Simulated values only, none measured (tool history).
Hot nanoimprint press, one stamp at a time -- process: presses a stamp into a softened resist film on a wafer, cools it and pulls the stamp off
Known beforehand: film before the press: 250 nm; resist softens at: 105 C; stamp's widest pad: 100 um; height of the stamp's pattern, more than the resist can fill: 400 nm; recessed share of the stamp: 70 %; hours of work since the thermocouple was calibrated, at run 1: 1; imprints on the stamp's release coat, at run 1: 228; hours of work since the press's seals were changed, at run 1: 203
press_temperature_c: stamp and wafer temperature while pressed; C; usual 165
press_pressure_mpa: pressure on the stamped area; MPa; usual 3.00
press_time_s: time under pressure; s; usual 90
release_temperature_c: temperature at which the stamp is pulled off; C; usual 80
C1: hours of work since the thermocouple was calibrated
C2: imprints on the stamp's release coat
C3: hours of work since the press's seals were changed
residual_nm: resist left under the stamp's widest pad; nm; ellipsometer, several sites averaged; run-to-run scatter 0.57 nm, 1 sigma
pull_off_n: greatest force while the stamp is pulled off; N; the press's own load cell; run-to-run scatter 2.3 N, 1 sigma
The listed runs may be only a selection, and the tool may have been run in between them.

{"run": 1, "day": 0.0, "press_temperature_c": 165, "press_pressure_mpa": 3.0, "press_time_s": 90, "release_temperature_c": 80, "C1": 1, "C2": 228, "C3": 203, "residual_nm": 127.1, "pull_off_n": 176}
{"run": 2, "day": 0.688, "press_temperature_c": 165, "press_pressure_mpa": 3.0, "press_time_s": 90, "release_temperature_c": 80, "C1": 13, "C2": 294, "C3": 215, "residual_nm": 127.1, "pull_off_n": 173}
{"run": 3, "day": 1.3, "press_temperature_c": 165, "press_pressure_mpa": 3.0, "press_time_s": 90, "release_temperature_c": 80, "C1": 25, "C2": 352, "C3": 227, "residual_nm": 127.2, "pull_off_n": 174}
{"run": 4, "day": 1.75, "press_temperature_c": 165, "press_pressure_mpa": 2.41, "press_time_s": 90, "release_temperature_c": 80, "C1": 33, "C2": 395, "C3": 235, "residual_nm": 141.1, "pull_off_n": 170}
{"run": 5, "day": 2.121, "press_temperature_c": 165, "press_pressure_mpa": 2.41, "press_time_s": 90, "release_temperature_c": 80, "C1": 40, "C2": 431, "C3": 242, "residual_nm": 141.5, "pull_off_n": 174}
{"run": 6, "day": 2.583, "press_temperature_c": 165, "press_pressure_mpa": 3.0, "press_time_s": 90, "release_temperature_c": 80, "C1": 48, "C2": 475, "C3": 250, "residual_nm": 126.7, "pull_off_n": 172}
{"run": 7, "day": 3.212, "press_temperature_c": 155, "press_pressure_mpa": 3.0, "press_time_s": 90, "release_temperature_c": 80, "C1": 60, "C2": 535, "C3": 262, "residual_nm": 166.3, "pull_off_n": 172}
{"run": 8, "day": 3.654, "press_temperature_c": 158, "press_pressure_mpa": 3.0, "press_time_s": 90, "release_temperature_c": 80, "C1": 68, "C2": 577, "C3": 270, "residual_nm": 154.0, "pull_off_n": 174}
{"run": 9, "day": 4.2, "press_temperature_c": 165, "press_pressure_mpa": 3.0, "press_time_s": 90, "release_temperature_c": 80, "C1": 78, "C2": 629, "C3": 280, "residual_nm": 127.2, "pull_off_n": 173}
{"run": 10, "day": 4.692, "press_temperature_c": 165, "press_pressure_mpa": 3.0, "press_time_s": 90, "release_temperature_c": 80, "C1": 87, "C2": 676, "C3": 289, "residual_nm": 128.0, "pull_off_n": 173}
{"run": 11, "day": 5.325, "press_temperature_c": 165, "press_pressure_mpa": 3.0, "press_time_s": 90, "release_temperature_c": 80, "C1": 99, "C2": 737, "C3": 301, "residual_nm": 127.0, "pull_off_n": 178}
{"run": 12, "day": 5.746, "press_temperature_c": 165, "press_pressure_mpa": 3.0, "press_time_s": 90, "release_temperature_c": 80, "C1": 107, "C2": 777, "C3": 309, "residual_nm": 126.9, "pull_off_n": 172}
{"run": 13, "day": 6.146, "press_temperature_c": 165, "press_pressure_mpa": 3.0, "press_time_s": 90, "release_temperature_c": 80, "C1": 114, "C2": 815, "C3": 316, "residual_nm": 127.3, "pull_off_n": 170}
{"run": 14, "day": 6.579, "press_temperature_c": 165, "press_pressure_mpa": 3.0, "press_time_s": 90, "release_temperature_c": 80, "C1": 122, "C2": 857, "C3": 324, "residual_nm": 126.7, "pull_off_n": 174}
{"run": 15, "day": 7.033, "press_temperature_c": 165, "press_pressure_mpa": 3.0, "press_time_s": 90, "release_temperature_c": 80, "C1": 131, "C2": 900, "C3": 333, "residual_nm": 126.2, "pull_off_n": 171}
{"run": 16, "day": 7.4, "press_temperature_c": 165, "press_pressure_mpa": 2.43, "press_time_s": 90, "release_temperature_c": 66, "C1": 138, "C2": 935, "C3": 339, "residual_nm": 140.6, "pull_off_n": 208}
{"run": 17, "day": 7.729, "press_temperature_c": 156, "press_pressure_mpa": 3.35, "press_time_s": 90, "release_temperature_c": 73, "C1": 144, "C2": 967, "C3": 346, "residual_nm": 154.1, "pull_off_n": 188}
{"day": 8.267, "done": "stamp cleaned and given a new release coat"}
{"run": 18, "day": 8.271, "press_temperature_c": 156, "press_pressure_mpa": 2.32, "press_time_s": 85, "release_temperature_c": 76, "C1": 149, "C2": 0, "C3": 351, "residual_nm": 181.3, "pull_off_n": 183}
{"run": 19, "day": 8.842, "press_temperature_c": 165, "press_pressure_mpa": 2.05, "press_time_s": 90, "release_temperature_c": 81, "C1": 160, "C2": 55, "C3": 362, "residual_nm": 150.4, "pull_off_n": 166}
{"run": 20, "day": 9.512, "press_temperature_c": 172, "press_pressure_mpa": 2.51, "press_time_s": 119, "release_temperature_c": 66, "C1": 172, "C2": 119, "C3": 374, "residual_nm": 103.4, "pull_off_n": 211}
{"run": 21, "day": 9.842, "press_temperature_c": 165, "press_pressure_mpa": 3.0, "press_time_s": 90, "release_temperature_c": 86, "C1": 178, "C2": 151, "C3": 380, "residual_nm": 125.8, "pull_off_n": 157}
{"run": 22, "day": 10.212, "press_temperature_c": 158, "press_pressure_mpa": 3.7, "press_time_s": 90, "release_temperature_c": 80, "C1": 185, "C2": 186, "C3": 387, "residual_nm": 138.5, "pull_off_n": 171}
{"run": 23, "day": 10.771, "press_temperature_c": 158, "press_pressure_mpa": 3.7, "press_time_s": 90, "release_temperature_c": 73, "C1": 195, "C2": 239, "C3": 397, "residual_nm": 140.0, "pull_off_n": 188}
{"run": 24, "day": 11.104, "press_temperature_c": 158, "press_pressure_mpa": 3.7, "press_time_s": 90, "release_temperature_c": 73, "C1": 201, "C2": 271, "C3": 403, "residual_nm": 138.4, "pull_off_n": 192}
{"run": 25, "day": 11.825, "press_temperature_c": 153, "press_pressure_mpa": 2.65, "press_time_s": 133, "release_temperature_c": 72, "C1": 215, "C2": 340, "C3": 417, "residual_nm": 166.6, "pull_off_n": 194}
{"run": 26, "day": 12.421, "press_temperature_c": 171, "press_pressure_mpa": 4.61, "press_time_s": 54, "release_temperature_c": 72, "C1": 226, "C2": 397, "C3": 428, "residual_nm": 101.3, "pull_off_n": 193}
{"run": 27, "day": 12.75, "press_temperature_c": 177, "press_pressure_mpa": 1.83, "press_time_s": 125, "release_temperature_c": 72, "C1": 232, "C2": 429, "C3": 434, "residual_nm": 105.9, "pull_off_n": 193}
{"run": 28, "day": 13.342, "press_temperature_c": 166, "press_pressure_mpa": 3.77, "press_time_s": 90, "release_temperature_c": 80, "C1": 243, "C2": 485, "C3": 445, "residual_nm": 108.1, "pull_off_n": 175}
{"run": 29, "day": 13.971, "press_temperature_c": 165, "press_pressure_mpa": 4.33, "press_time_s": 58, "release_temperature_c": 80, "C1": 255, "C2": 545, "C3": 456, "residual_nm": 120.3, "pull_off_n": 171}
{"run": 30, "day": 14.671, "press_temperature_c": 165, "press_pressure_mpa": 2.86, "press_time_s": 90, "release_temperature_c": 75, "C1": 267, "C2": 612, "C3": 469, "residual_nm": 128.4, "pull_off_n": 186}

Consider 3 possible next runs. They are alternatives, not a sequence: every one starts from the tool as it was left by run 30. What does each give?
{"day": 14.771, "done": "gauge calibrated"}
{"run": "A", "day": 15.142, "press_temperature_c": 165, "press_pressure_mpa": 4.67, "press_time_s": 90, "release_temperature_c": 80, "C1": 276, "C2": 657, "C3": 478, "residual_nm": "?", "pull_off_n": "?"}
{"day": 14.771, "done": "gauge calibrated"}
{"run": "B", "day": 15.142, "press_temperature_c": 165, "press_pressure_mpa": 3.0, "press_time_s": 152, "release_temperature_c": 80, "C1": 276, "C2": 657, "C3": 478, "residual_nm": "?", "pull_off_n": "?"}
{"day": 14.771, "done": "gauge calibrated"}
{"run": "C", "day": 15.142, "press_temperature_c": 165, "press_pressure_mpa": 1.99, "press_time_s": 90, "release_temperature_c": 65, "C1": 276, "C2": 657, "C3": 478, "residual_nm": "?", "pull_off_n": "?"}

run=A residual_nm=102.1 pull_off_n=174
run=B residual_nm=106.9 pull_off_n=170
run=C residual_nm=154.5 pull_off_n=210
With the hidden condition removed and each run's random variation left untouched, the same runs would have given:
run=A residual_nm=101.9 pull_off_n=173
run=B residual_nm=106.8 pull_off_n=169
run=C residual_nm=154.4 pull_off_n=209
